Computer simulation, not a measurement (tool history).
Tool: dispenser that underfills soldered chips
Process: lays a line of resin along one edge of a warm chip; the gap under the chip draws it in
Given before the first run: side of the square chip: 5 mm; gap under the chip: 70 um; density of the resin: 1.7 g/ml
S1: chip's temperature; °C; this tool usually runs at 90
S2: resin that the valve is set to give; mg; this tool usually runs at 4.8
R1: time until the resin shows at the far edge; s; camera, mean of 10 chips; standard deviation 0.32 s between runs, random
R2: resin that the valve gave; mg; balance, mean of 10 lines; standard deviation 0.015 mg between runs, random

| run | day | S1 | S2 | R1 | R2 |
|---|---|---|---|---|---|
| 1 | 0 | 90 | 4.8 | 17.9 | 4.78 |
|  | 0.262 | new syringe of resin |
| 2 | 0.362 | 90 | 4.8 | 12.7 | 4.71 |
| 3 | 0.662 | 90 | 5.63 | 16.9 | 5.55 |
| 4 | 0.904 | 90 | 4.21 | 22 | 4.13 |
|  | 0.992 | new syringe of resin |
| 5 | 1.267 | 90 | 4.21 | 15.3 | 4.13 |
| 6 | 1.604 | 90 | 4.21 | 21.1 | 4.12 |
|  | 1.712 | new syringe of resin |
| 7 | 1.821 | 90 | 4.8 | 13.7 | 4.67 |
| 8 | 2.033 | 90 | 4.8 | 16 | 4.64 |
| 9 | 2.333 | 103 | 4.8 | 13.9 | 4.63 |
|  | 2.45 | new syringe of resin |
|  | 2.521 | dispensing valve cleaned and set on the balance |
| 10 | 2.6 | 103 | 4.8 | 8.1 | 4.79 |
| 11 | 2.871 | 90 | 4.8 | 16.2 | 4.78 |
|  | 3.217 | new syringe of resin |
| 12 | 3.217 | 90 | 4.8 | 12 | 4.77 |
| 13 | 3.538 | 99 | 4.8 | 12 | 4.76 |
| 14 | 3.833 | 99 | 4.8 | 15.4 | 4.74 |
|  | 3.958 | new syringe of resin |
| 15 | 4.088 | 99 | 4.8 | 9.4 | 4.73 |
| 16 | 4.375 | 90 | 4.94 | 16.8 | 4.88 |
|  | 4.683 | new syringe of resin |
| 17 | 4.742 | 87 | 5.67 | 14.3 | 5.57 |
| 18 | 5.029 | 76 | 4.82 | 25.8 | 4.73 |
| 19 | 5.371 | 76 | 4.64 | 37.2 | 4.51 |
|  | 5.408 | new syringe of resin |
| 20 | 5.733 | 76 | 4.64 | 24.7 | 4.51 |
| 21 | 6.038 | 90 | 5.24 | 20.1 | 5.11 |
|  | 6.133 | new syringe of resin |
|  | 6.367 | dispensing valve cleaned and set on the balance |
| 22 | 6.421 | 89 | 5.15 | 14.5 | 5.15 |
| 23 | 6.742 | 80 | 5.27 | 26.6 | 5.26 |
|  | 6.904 | new syringe of resin |
| 24 | 6.942 | 80 | 5.27 | 16.8 | 5.24 |
| 25 | 7.217 | 100 | 5.24 | 11.6 | 5.23 |
| 26 | 7.438 | 100 | 5.24 | 14.3 | 5.19 |
|  | 7.642 | new syringe of resin |
| 27 | 7.646 | 100 | 5.24 | 7.9 | 5.2 |
| 28 | 8.017 | 100 | 5.24 | 11.7 | 5.17 |
| 29 | 8.325 | 99 | 4.67 | 16.3 | 4.62 |

4 options for the next run, each taken on its own from the tool as it stands now. Forecast them:
|  | 8.371 | new syringe of resin |
| A | 8.575 | 97 | 4.19 | ? | ? |
|  | 8.371 | new syringe of resin |
| B | 8.575 | 90 | 5.14 | ? | ? |
|  | 8.371 | new syringe of resin |
| C | 8.575 | 91 | 4.8 | ? | ? |
|  | 8.371 | new syringe of resin |
| D | 8.575 | 104 | 5.43 | ? | ? |

| run | R1 | R2 |
|---|---|---|
| A | 11.1 | 4.13 |
| B | 14.3 | 5.09 |
| C | 13.4 | 4.77 |
| D | 9 | 5.36 |
Without the tool's unlogged condition, the same runs would have read:
| run | R1 | R2 |
|---|---|---|
| A | 9.3 | 4.19 |
| B | 12 | 5.17 |
| C | 11.2 | 4.84 |
| D | 7.5 | 5.44 |
